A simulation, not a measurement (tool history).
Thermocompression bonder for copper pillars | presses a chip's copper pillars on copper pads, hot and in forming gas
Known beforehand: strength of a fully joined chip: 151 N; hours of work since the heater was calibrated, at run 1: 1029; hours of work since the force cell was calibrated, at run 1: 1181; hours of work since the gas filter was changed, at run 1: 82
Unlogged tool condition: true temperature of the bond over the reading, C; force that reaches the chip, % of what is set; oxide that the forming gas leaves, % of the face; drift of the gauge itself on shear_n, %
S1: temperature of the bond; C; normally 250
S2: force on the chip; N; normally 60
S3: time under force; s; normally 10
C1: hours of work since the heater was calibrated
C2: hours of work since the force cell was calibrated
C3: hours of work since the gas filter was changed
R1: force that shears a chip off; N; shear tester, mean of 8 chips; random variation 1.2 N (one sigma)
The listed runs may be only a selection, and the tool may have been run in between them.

Run 1, day 0: usual settings; C1 1029; C2 1181; C3 82. Result: R1 99 N.
Run 2, day 3.446: usual settings but S3 15 s; C1 1066; C2 1219; C3 120. Result: R1 108.8 N.
Run 3, day 7.067: usual settings but S2 42 N; C1 1105; C2 1258; C3 159. Result: R1 79.3 N.
Run 4, day 10.271: usual settings but S1 233 C; C1 1140; C2 1292; C3 193. Result: R1 72.7 N.
Run 5, day 13.529: usual settings but S1 233 C; C1 1175; C2 1328; C3 229. Result: R1 71.7 N.
Run 6, day 15.033: usual settings but S1 233 C; C1 1191; C2 1344; C3 245. Result: R1 71.2 N.
Run 7, day 18.208: usual settings; C1 1226; C2 1378; C3 279. Result: R1 89 N.
Run 8, day 19.812: usual settings; C1 1243; C2 1395; C3 296. Result: R1 89.1 N.
Run 9, day 22.175: usual settings; C1 1269; C2 1421; C3 322. Result: R1 88.1 N.
Run 10, day 24.796: usual settings but S1 258 C; C1 1297; C2 1449; C3 350. Result: R1 97.5 N.
At day 25.358: forming gas filter changed.
Run 11, day 26.604: usual settings but S1 258 C; C1 1316; C2 1469; C3 13. Result: R1 107.2 N.
Run 12, day 28.571: usual settings but S1 258 C; C1 1337; C2 1490; C3 35. Result: R1 105.8 N.
At day 29.833: force cell calibrated.
Run 13, day 31.888: usual settings but S1 258 C; C1 1373; C2 22; C3 70. Result: R1 104.9 N.
Run 14, day 33.692: usual settings but S2 73 N; C1 1392; C2 42; C3 89. Result: R1 102.3 N.
Run 15, day 36.579: usual settings but S2 73 N; C1 1423; C2 73; C3 121. Result: R1 101.8 N.
Run 16, day 39.879: usual settings but S2 73 N; C1 1459; C2 109; C3 156. Result: R1 98.8 N.
Run 17, day 42.833: usual settings but S1 246 C; C1 1491; C2 140; C3 188. Result: R1 85.1 N.
Run 18, day 46.275: usual settings; C1 1528; C2 178; C3 225. Result: R1 89.1 N.
Run 19, day 48.421: usual settings but S3 5 s; C1 1551; C2 201; C3 248. Result: R1 70.1 N.
Run 20, day 50.429: usual settings but S2 70 N; C1 1573; C2 222; C3 270. Result: R1 92.2 N.
Run 21, day 52.688: usual settings but S2 70 N; C1 1597; C2 247; C3 295. Result: R1 92.7 N.
Run 22, day 55.517: usual settings but S2 53 N, S3 19 s; C1 1628; C2 277; C3 325. Result: R1 96.4 N.
At day 56.412: heater calibrated with a thermocouple chip.
At day 58.292: forming gas filter changed.
Run 23, day 59.004: usual settings but S1 241 C, S3 26 s; C1 28; C2 314; C3 8. Result: R1 119.7 N.
Run 24, day 60.738: usual settings but S1 230 C, S2 40 N; C1 46; C2 333; C3 26. Result: R1 64.5 N.
Run 25, day 62.338: usual settings but S1 230 C, S2 40 N; C1 64; C2 350; C3 44. Result: R1 65.8 N.
Run 26, day 64.658: usual settings but S1 230 C, S2 54 N, S3 15 s; C1 89; C2 375; C3 69. Result: R1 85.5 N.
Run 27, day 67.188: usual settings but S2 54 N, S3 7 s; C1 116; C2 402; C3 96. Result: R1 89.9 N.
Run 28, day 69.575: usual settings but S2 54 N, S3 7 s; C1 142; C2 428; C3 122. Result: R1 88.2 N.
Run 29, day 72.958: usual settings but S1 249 C, S2 54 N, S3 30 s; C1 178; C2 465; C3 158. Result: R1 122.6 N.
Run 30, day 75.621: usual settings but S1 223 C, S2 54 N, S3 9 s; C1 207; C2 493; C3 187. Result: R1 59.9 N.
Run 31, day 79.225: usual settings but S1 226 C, S2 54 N, S3 18 s; C1 246; C2 532; C3 226. Result: R1 78.9 N.
Run 32, day 82.596: usual settings but S1 226 C, S2 54 N, S3 18 s; C1 283; C2 569; C3 263. Result: R1 79.2 N.
Run 33, day 84.192: usual settings but S2 38 N; C1 300; C2 586; C3 280. Result: R1 77.1 N.
Run 34, day 87.221: usual settings but S1 259 C, S2 41 N, S3 17 s; C1 333; C2 619; C3 312. Result: R1 101.8 N.
Run 35, day 89.95: usual settings but S1 261 C, S2 49 N, S3 19 s; C1 362; C2 648; C3 342. Result: R1 111.1 N.
At day 91.142: forming gas filter changed.
Run 36, day 91.55: usual settings but S1 261 C, S2 49 N, S3 19 s; C1 379; C2 665; C3 4. Result: R1 123.2 N.
Run 37, day 94.417: usual settings but S1 261 C, S2 49 N, S3 19 s; C1 410; C2 696; C3 35. Result: R1 125.2 N.
Run 38, day 97.425: usual settings but S1 248 C, S2 64 N, S3 19 s; C1 443; C2 729; C3 68. Result: R1 120.6 N.

Below, some changes in R1 between adjacent runs. For each, the amount present without the hidden state too (settings, incoming material, random variation) and the amount remaining for the hidden state with gauge scatter not shared by both compared results:
Run 10 -> 11: forming gas filter changed. R1 +9.7 N: hidden state +11.3, all else -1.6.
Run 22 -> 23: S1 250 -> 241, S2 53 -> 60, S3 19 -> 26, heater calibrated with a thermocouple chip, forming gas filter changed. R1 +23.3 N: hidden state +22.4, all else +0.9.
Run 23 -> 24: S1 241 -> 230, S2 60 -> 40, S3 26 -> 10. R1 -55.2 N: hidden state -0.3, all else -54.9.
Run 28 -> 29: S1 250 -> 249, S3 7 -> 30. R1 +34.4 N: hidden state -3.2, all else +37.6.
Run 29 -> 30: S1 249 -> 223, S3 30 -> 9. R1 -62.7 N: hidden state +2.5, all else -65.2.
Run 35 -> 36: forming gas filter changed. R1 +12.1 N: hidden state +13, all else -0.9.
